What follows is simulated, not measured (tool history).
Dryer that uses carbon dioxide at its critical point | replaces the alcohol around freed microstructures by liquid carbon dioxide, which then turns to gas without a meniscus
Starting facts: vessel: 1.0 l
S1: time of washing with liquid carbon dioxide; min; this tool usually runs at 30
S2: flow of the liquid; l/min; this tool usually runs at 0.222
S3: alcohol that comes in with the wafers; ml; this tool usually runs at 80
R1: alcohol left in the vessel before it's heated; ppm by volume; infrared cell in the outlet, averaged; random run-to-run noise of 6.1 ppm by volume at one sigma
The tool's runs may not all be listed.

Run 1, hour 0.0: usual settings. Result: R1 424 ppm by volume.
Run 2, hour 16.4: usual settings. Result: R1 435 ppm by volume.
Run 3, hour 27.1: usual settings but S3 93 ml. Result: R1 513 ppm by volume.
Run 4, hour 37.4: usual settings but S3 93 ml. Result: R1 517 ppm by volume.
Run 5, hour 54.4: usual settings but S3 52 ml. Result: R1 317 ppm by volume.
Run 6, hour 67.0: usual settings but S3 52 ml. Result: R1 322 ppm by volume.
Run 7, hour 80.2: usual settings. Result: R1 477 ppm by volume.
Run 8, hour 97.6: usual settings. Result: R1 493 ppm by volume.
Run 9, hour 108.3: usual settings. Result: R1 501 ppm by volume.
Run 10, hour 117.6: usual settings but S3 94 ml. Result: R1 615 ppm by volume.
Run 11, hour 127.7: usual settings but S3 94 ml. Result: R1 612 ppm by volume.
Run 12, hour 145.1: usual settings but S3 94 ml. Result: R1 635 ppm by volume.
Run 13, hour 160.4: usual settings. Result: R1 557 ppm by volume.
Run 14, hour 174.7: usual settings. Result: R1 564 ppm by volume.
Run 15, hour 192.0: usual settings. Result: R1 569 ppm by volume.
At hour 196.3: inlet filter changed.
Run 16, hour 201.0: usual settings. Result: R1 277 ppm by volume.
Run 17, hour 214.6: usual settings. Result: R1 270 ppm by volume.
Run 18, hour 226.8: usual settings. Result: R1 279 ppm by volume.
Run 19, hour 241.6: usual settings. Result: R1 295 ppm by volume.
Run 20, hour 259.9: usual settings but S2 0.176 l/min. Result: R1 942 ppm by volume.
Run 21, hour 274.1: usual settings but S2 0.176 l/min. Result: R1 982 ppm by volume.
Run 22, hour 284.9: usual settings. Result: R1 295 ppm by volume.
Run 23, hour 303.2: usual settings. Result: R1 317 ppm by volume.
Run 24, hour 321.3: usual settings. Result: R1 340 ppm by volume.
Run 25, hour 329.6: usual settings but S1 33 min, S2 0.326 l/min, S3 33 ml. Result: R1 40 ppm by volume.
Run 26, hour 338.7: usual settings but S2 0.324 l/min, S3 38 ml. Result: R1 55 ppm by volume.
Run 27, hour 352.6: usual settings but S2 0.324 l/min, S3 38 ml. Result: R1 55 ppm by volume.
Run 28, hour 363.5: usual settings but S1 40 min, S2 0.165 l/min, S3 49 ml. Result: R1 264 ppm by volume.
Run 29, hour 375.7: usual settings but S1 40 min, S2 0.165 l/min, S3 49 ml. Result: R1 260 ppm by volume.
Run 30, hour 388.8: usual settings but S1 32 min, S2 0.335 l/min, S3 49 ml. Result: R1 51 ppm by volume.
Run 31, hour 398.5: usual settings but S1 32 min, S2 0.174 l/min, S3 51 ml. Result: R1 586 ppm by volume.
Run 32, hour 409.2: usual settings but S2 0.257 l/min, S3 61 ml. Result: R1 153 ppm by volume.
Run 33, hour 426.8: usual settings but S1 19 min, S2 0.202 l/min, S3 31 ml. Result: R1 1447 ppm by volume.
Run 34, hour 440.5: usual settings but S2 0.226 l/min, S3 53 ml. Result: R1 257 ppm by volume.
Run 35, hour 450.5: usual settings but S1 47 min, S2 0.324 l/min, S3 56 ml. Result: R1 44 ppm by volume.
Run 36, hour 461.0: usual settings but S1 31 min, S3 52 ml. Result: R1 244 ppm by volume.
Run 37, hour 472.7: usual settings but S2 0.140 l/min, S3 88 ml. Result: R1 3316 ppm by volume.
Run 38, hour 484.3: usual settings but S1 28 min. Result: R1 581 ppm by volume.
Run 39, hour 502.7: usual settings but S1 28 min, S2 0.147 l/min. Result: R1 3313 ppm by volume.
Run 40, hour 510.7: usual settings but S2 0.281 l/min, S3 40 ml. Result: R1 104 ppm by volume.
Run 41, hour 521.9: usual settings but S2 0.281 l/min, S3 40 ml. Result: R1 90 ppm by volume.
Run 42, hour 536.4: usual settings but S1 29 min, S2 0.247 l/min, S3 63 ml. Result: R1 261 ppm by volume.
Run 43, hour 554.7: usual settings but S1 39 min, S2 0.284 l/min, S3 74 ml. Result: R1 59 ppm by volume.
Run 44, hour 570.4: usual settings but S1 39 min, S2 0.284 l/min, S3 74 ml. Result: R1 74 ppm by volume.
Run 45, hour 582.6: usual settings but S1 45 min, S2 0.183 l/min, S3 88 ml. Result: R1 194 ppm by volume.
Run 46, hour 596.5: usual settings but S1 25 min, S2 0.184 l/min, S3 20 ml. Result: R1 644 ppm by volume.
Run 47, hour 613.1: usual settings but S1 25 min, S2 0.184 l/min, S3 20 ml. Result: R1 653 ppm by volume.
Run 48, hour 620.6: usual settings but S1 25 min, S2 0.184 l/min, S3 20 ml. Result: R1 642 ppm by volume.

For some of the steps in R1 from one run to the next: how much would appear even if the tool had no hidden state, given the settings, what came in and random variation, and how much remains for the hidden state plus any gauge scatter that the measured result and the result without hidden state don't share?
What the log doesn't record here: flow that reaches the vessel past the clogged filter, %; alcohol in the recycled carbon dioxide, ppm; drift of the gauge itself on alcohol_ppm, %.
Run 36 -> 37: S1 31 -> 30, S2 0.222 -> 0.140, S3 52 -> 88. R1 +3072 ppm by volume: hidden state +737, all else +2335.
Run 37 -> 38: S1 30 -> 28, S2 0.140 -> 0.222, S3 88 -> 80. R1 -2735 ppm by volume: hidden state -611, all else -2124.
Run 38 -> 39: S2 0.222 -> 0.147. R1 +2732 ppm by volume: hidden state +673, all else +2059.
Run 39 -> 40: S1 28 -> 30, S2 0.147 -> 0.281, S3 80 -> 40. R1 -3209 ppm by volume: hidden state -845, all else -2364.
